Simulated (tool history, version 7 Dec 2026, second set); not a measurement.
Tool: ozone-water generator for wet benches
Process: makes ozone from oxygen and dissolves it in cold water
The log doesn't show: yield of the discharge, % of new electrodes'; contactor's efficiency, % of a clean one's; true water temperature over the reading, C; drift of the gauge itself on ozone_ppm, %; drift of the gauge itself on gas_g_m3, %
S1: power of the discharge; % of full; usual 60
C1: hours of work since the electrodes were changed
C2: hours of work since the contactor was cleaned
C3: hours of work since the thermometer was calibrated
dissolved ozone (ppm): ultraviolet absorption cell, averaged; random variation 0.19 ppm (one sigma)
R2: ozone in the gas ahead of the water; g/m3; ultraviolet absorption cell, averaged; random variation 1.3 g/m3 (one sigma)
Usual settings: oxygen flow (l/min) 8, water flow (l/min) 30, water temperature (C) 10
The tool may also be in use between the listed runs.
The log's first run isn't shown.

{"run": 2, "hour": 48.4, "S1": 60, "oxygen flow (l/min)": 8, "water flow (l/min)": 30, "water temperature (C)": 10, "C1": 1450, "C2": 1121, "C3": 2935, "dissolved ozone (ppm)": 24, "R2": 224.9}
{"run": 3, "hour": 157.3, "S1": 60, "oxygen flow (l/min)": 8, "water flow (l/min)": 30, "water temperature (C)": 10, "C1": 1524, "C2": 1194, "C3": 3009, "dissolved ozone (ppm)": 23.8, "R2": 220.8}
{"run": 4, "hour": 205.4, "S1": 60, "oxygen flow (l/min)": 8, "water flow (l/min)": 30, "water temperature (C)": 10, "C1": 1556, "C2": 1227, "C3": 3041, "dissolved ozone (ppm)": 24, "R2": 222.9}
{"run": 5, "hour": 307.5, "S1": 60, "oxygen flow (l/min)": 8, "water flow (l/min)": 30, "water temperature (C)": 10, "C1": 1625, "C2": 1296, "C3": 3111, "dissolved ozone (ppm)": 23.9, "R2": 222.3}
{"run": 6, "hour": 363.7, "S1": 60, "oxygen flow (l/min)": 8, "water flow (l/min)": 30, "water temperature (C)": 10, "C1": 1663, "C2": 1334, "C3": 3149, "dissolved ozone (ppm)": 23.5, "R2": 218.7}
{"run": 7, "hour": 416.9, "S1": 60, "oxygen flow (l/min)": 8, "water flow (l/min)": 30, "water temperature (C)": 10, "C1": 1699, "C2": 1370, "C3": 3185, "dissolved ozone (ppm)": 23.8, "R2": 219.3}
{"run": 8, "hour": 532.6, "S1": 60, "oxygen flow (l/min)": 8, "water flow (l/min)": 30, "water temperature (C)": 10, "C1": 1778, "C2": 1449, "C3": 3263, "dissolved ozone (ppm)": 23.6, "R2": 216}
{"run": 9, "hour": 591.0, "S1": 60, "oxygen flow (l/min)": 8, "water flow (l/min)": 30, "water temperature (C)": 10, "C1": 1818, "C2": 1488, "C3": 3303, "dissolved ozone (ppm)": 23.6, "R2": 216.2}
{"run": 10, "hour": 705.3, "S1": 60, "oxygen flow (l/min)": 8, "water flow (l/min)": 30, "water temperature (C)": 10, "C1": 1895, "C2": 1566, "C3": 3380, "dissolved ozone (ppm)": 23, "R2": 218.2}
{"run": 11, "hour": 806.0, "S1": 60, "oxygen flow (l/min)": 8, "water flow (l/min)": 30, "water temperature (C)": 10, "C1": 1963, "C2": 1634, "C3": 3449, "dissolved ozone (ppm)": 23.1, "R2": 214.6}
{"run": 12, "hour": 872.6, "S1": 60, "oxygen flow (l/min)": 7.67, "water flow (l/min)": 30, "water temperature (C)": 10, "C1": 2008, "C2": 1679, "C3": 3494, "dissolved ozone (ppm)": 22.9, "R2": 218.8}
{"run": 13, "hour": 920.1, "S1": 60, "oxygen flow (l/min)": 7.67, "water flow (l/min)": 30, "water temperature (C)": 10, "C1": 2041, "C2": 1711, "C3": 3526, "dissolved ozone (ppm)": 22.5, "R2": 220.9}
{"run": 14, "hour": 997.4, "S1": 60, "oxygen flow (l/min)": 7.67, "water flow (l/min)": 30, "water temperature (C)": 10, "C1": 2093, "C2": 1764, "C3": 3578, "dissolved ozone (ppm)": 22.5, "R2": 216}
{"run": 15, "hour": 1092.7, "S1": 60, "oxygen flow (l/min)": 7.67, "water flow (l/min)": 30, "water temperature (C)": 10, "C1": 2158, "C2": 1829, "C3": 3643, "dissolved ozone (ppm)": 22.4, "R2": 217.4}
{"run": 16, "hour": 1192.0, "S1": 60, "oxygen flow (l/min)": 8, "water flow (l/min)": 42, "water temperature (C)": 10, "C1": 2225, "C2": 1896, "C3": 3710, "dissolved ozone (ppm)": 16.6, "R2": 213.1}

Forecast run 17:
{"run": 17, "hour": 1246.5, "S1": 60, "oxygen flow (l/min)": 8, "water flow (l/min)": 30, "water temperature (C)": 5, "C1": 2262, "C2": 1933, "C3": 3747, "dissolved ozone (ppm)": "?", "R2": "?"}

dissolved ozone (ppm): 24
R2: 210.3 g/m3
Without the tool's hidden state the same run would have given dissolved ozone (ppm) 29, R2 237.5 g/m3.

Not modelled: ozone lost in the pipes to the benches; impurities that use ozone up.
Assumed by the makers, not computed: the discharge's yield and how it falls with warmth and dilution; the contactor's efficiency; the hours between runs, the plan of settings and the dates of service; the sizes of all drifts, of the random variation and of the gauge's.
